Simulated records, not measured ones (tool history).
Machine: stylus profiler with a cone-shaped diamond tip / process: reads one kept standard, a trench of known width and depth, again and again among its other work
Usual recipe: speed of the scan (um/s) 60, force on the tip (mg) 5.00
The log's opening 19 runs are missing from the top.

run,hour,speed of the scan (um/s),force on the tip (mg),scans with this tip,hours of work since the height scale was calibrated,depth of the trench (angstrom),width of the trench's floor (µm)
20,333.2,62,11.81,2461,182,1032.1,28.49
21,352.8,62,11.81,2652,196,1032.1,28.51
22,376.5,138,3.55,2883,213,1014.0,28.33
23,387.3,23,9.73,2988,221,1027.8,28.50
24,405.4,28,6.84,3166,234,1021.8,28.57
25,417.0,28,6.84,3279,242,1022.3,28.52
26,434.8,162,8.96,3452,255,1026.3,28.48
27,445.9,162,8.96,3561,263,1026.3,28.42
28,458.1,81,2.04,3680,272,1010.2,28.37
29,477.2,53,2.04,3867,286,1009.6,28.46
30,487.7,37,3.54,3969,293,1014.2,28.53
31,505.4,94,5.11,4142,306,1018.1,28.43
32,520.4,83,4.39,4288,317,1016.6,28.43
33,544.9,21,5.00,4527,334,1018.0,28.62
34,563.5,21,5.00,4709,348,1018.0,28.56
35,587.7,53,5.00,4945,365,1017.9,28.57
36,600.4,20,1.81,5070,374,1009.3,28.56

Forecast each of these 3 alternatives for the next run:
A,623.6,105,4.73,5296,391,?,?
B,623.6,21,2.13,5296,391,?,?
C,623.6,139,6.92,5296,391,?,?

run,depth of the trench (angstrom),width of the trench's floor (µm)
A,1016.8,28.44
B,1010.0,28.51
C,1022.3,28.43
Stripped of hidden state, with their random variation kept, the same runs would have yielded:
run,depth of the trench (angstrom),width of the trench's floor (µm)
A,1016.9,28.46
B,1010.1,28.52
C,1022.3,28.44
